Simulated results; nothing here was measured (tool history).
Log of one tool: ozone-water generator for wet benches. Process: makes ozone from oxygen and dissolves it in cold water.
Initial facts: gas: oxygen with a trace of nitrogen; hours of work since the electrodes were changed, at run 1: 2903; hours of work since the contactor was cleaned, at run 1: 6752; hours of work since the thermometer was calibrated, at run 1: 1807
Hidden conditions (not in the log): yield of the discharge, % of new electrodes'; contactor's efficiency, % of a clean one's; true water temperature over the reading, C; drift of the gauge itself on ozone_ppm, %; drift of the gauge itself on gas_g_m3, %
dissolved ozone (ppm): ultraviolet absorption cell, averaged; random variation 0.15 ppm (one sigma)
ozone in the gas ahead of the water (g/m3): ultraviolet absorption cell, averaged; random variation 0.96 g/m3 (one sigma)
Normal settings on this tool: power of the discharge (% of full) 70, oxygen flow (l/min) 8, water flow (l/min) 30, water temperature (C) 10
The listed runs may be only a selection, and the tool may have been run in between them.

run,hour,power of the discharge (% of full),oxygen flow (l/min),water flow (l/min),water temperature (C),hours of work since the electrodes were changed,hours of work since the contactor was cleaned,hours of work since the thermometer was calibrated,dissolved ozone (ppm),ozone in the gas ahead of the water (g/m3)
1,0,70,8,30,10,2903,6752,1807,18.1,162.8
2,190.4,70,8,30,10,3087,6936,1991,18,163.4
3,372.6,46,8,30,10,3263,7111,2166,12.7,114.2
4,569.3,59,8,30,10,3452,7301,2356,15.7,141.1
5,717,70,8,34,10,3595,7443,2498,16.2,164.4
6,813.9,70,8,34,10,3688,7537,2592,16.1,163.9
7,965.7,41,8,30,10,3835,7683,2738,11.7,104.6
8,1094.4,41,8,30,10,3959,7807,2862,11.5,103.9
9,1235.3,70,8,30,10,4095,7943,2998,17.7,162.8
10,1379.5,73,8,30,10,4234,8082,3137,18.4,169.3
11,1483.4,70,8,30,10,4334,8182,3238,18.1,165.7
12,1625.7,56,8,30,10,4471,8320,3375,14.8,135
13,1817.7,56,8,30,10,4656,8505,3560,15.2,136.4
14,1995.8,83,8,30,14,4828,8676,3732,19.9,191
15,2140.9,83,8,30,14,4968,8816,3872,19.7,191.5
# hour 2262.4: contactor cleaned
16,2276.4,83,7.57,30,15,5095,14,3998,19.6,196.8
17,2399.8,83,7.57,30,15,5214,133,4117,19.5,197.3
18,2519.3,70,8,21,9,5329,248,4233,24.7,163.1
19,2628.9,49,8,48,9,5435,353,4338,8.6,122.3
20,2717.2,49,8,48,9,5520,439,4423,8.5,122.2
21,2828.4,74,9.34,30,11,5627,546,4531,18.8,157.7
# hour 2965.6: water thermometer calibrated
22,2969.6,70,7.06,30,11,5763,682,4,17.8,175.4
23,3120.1,70,7.06,30,11,5908,827,149,18,176.1
24,3292,70,7.06,30,11,6074,992,315,17.8,178.2
25,3472.5,70,7.06,23,11,6248,1166,489,22.7,178.7
26,3617.4,70,10.87,46,10,6387,1306,629,12.4,140

5 ways to go on from here, each from the tool as it stands after run 26. What would each give?
A,3702.9,70,10.87,34,7,6470,1389,711,?,?
B,3702.9,70,8,46,10,6470,1389,711,?,?
C,3702.9,70,4.94,47,10,6470,1389,711,?,?
D,3702.9,43,13.05,30,6,6470,1389,711,?,?
E,3702.9,85,6.46,30,10,6470,1389,711,?,?

run,dissolved ozone (ppm),ozone in the gas ahead of the water (g/m3)
A,16.7,140.1
B,11.8,165.6
C,10.9,220.4
D,12.4,83.3
E,21.2,221.5
The same runs, with their run-to-run variation unchanged, on a tool lacking any hidden condition would have given:
run,dissolved ozone (ppm),ozone in the gas ahead of the water (g/m3)
A,16.7,137.8
B,11.8,162.8
C,10.9,216.7
D,12.4,81.8
E,21.2,217.8
